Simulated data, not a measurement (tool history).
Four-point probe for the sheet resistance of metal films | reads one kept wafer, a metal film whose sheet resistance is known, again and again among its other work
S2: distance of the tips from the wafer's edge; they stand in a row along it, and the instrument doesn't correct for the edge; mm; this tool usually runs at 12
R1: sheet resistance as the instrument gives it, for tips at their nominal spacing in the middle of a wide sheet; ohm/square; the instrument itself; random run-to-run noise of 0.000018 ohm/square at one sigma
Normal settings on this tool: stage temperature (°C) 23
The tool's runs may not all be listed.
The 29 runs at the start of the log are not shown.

run 30 hour=2939.5 | stage_temperature_(°C)=28 S2=52 | R1=0.090047
run 31 hour=3067.5 | stage_temperature_(°C)=28 S2=52 | R1=0.090029
run 32 hour=3129.9 | stage_temperature_(°C)=28 S2=52 | R1=0.090003
run 33 hour=3261.2 | stage_temperature_(°C)=28 S2=52 | R1=0.089948
run 34 hour=3326.1 | stage_temperature_(°C)=23 S2=30 | R1=0.090199
run 35 hour=3398.7 | stage_temperature_(°C)=23 S2=30 | R1=0.090158
run 36 hour=3509.8 | stage_temperature_(°C)=32 S2=20 | R1=0.089915
run 37 hour=3572.8 | stage_temperature_(°C)=21 S2=6 | R1=0.092222
run 38 hour=3715.3 | stage_temperature_(°C)=21 S2=6 | R1=0.092170
run 39 hour=3780.4 | stage_temperature_(°C)=21 S2=12 | R1=0.090533
run 40 hour=3910.0 | stage_temperature_(°C)=21 S2=12 | R1=0.090503

Below are 4 alternative next runs, each starting from the tool's condition after run 40. Predict each:
-- hour=3991.7 new probe head fitted
run A hour=4028.8 | stage_temperature_(°C)=27 S2=12 | R1=?
-- hour=3991.7 new probe head fitted
run B hour=4028.8 | stage_temperature_(°C)=31 S2=27 | R1=?
-- hour=3991.7 new probe head fitted
run C hour=4028.8 | stage_temperature_(°C)=34 S2=6 | R1=?
-- hour=3991.7 new probe head fitted
run D hour=4028.8 | stage_temperature_(°C)=18 S2=10 | R1=?

run=A R1=0.090701
run=B R1=0.090114
run=C R1=0.092040
run=D R1=0.091258
Take away the tool's hidden state, keep each run's random variation, and the runs would have read:
run=A R1=0.091118
run=B R1=0.090527
run=C R1=0.092459
run=D R1=0.091683
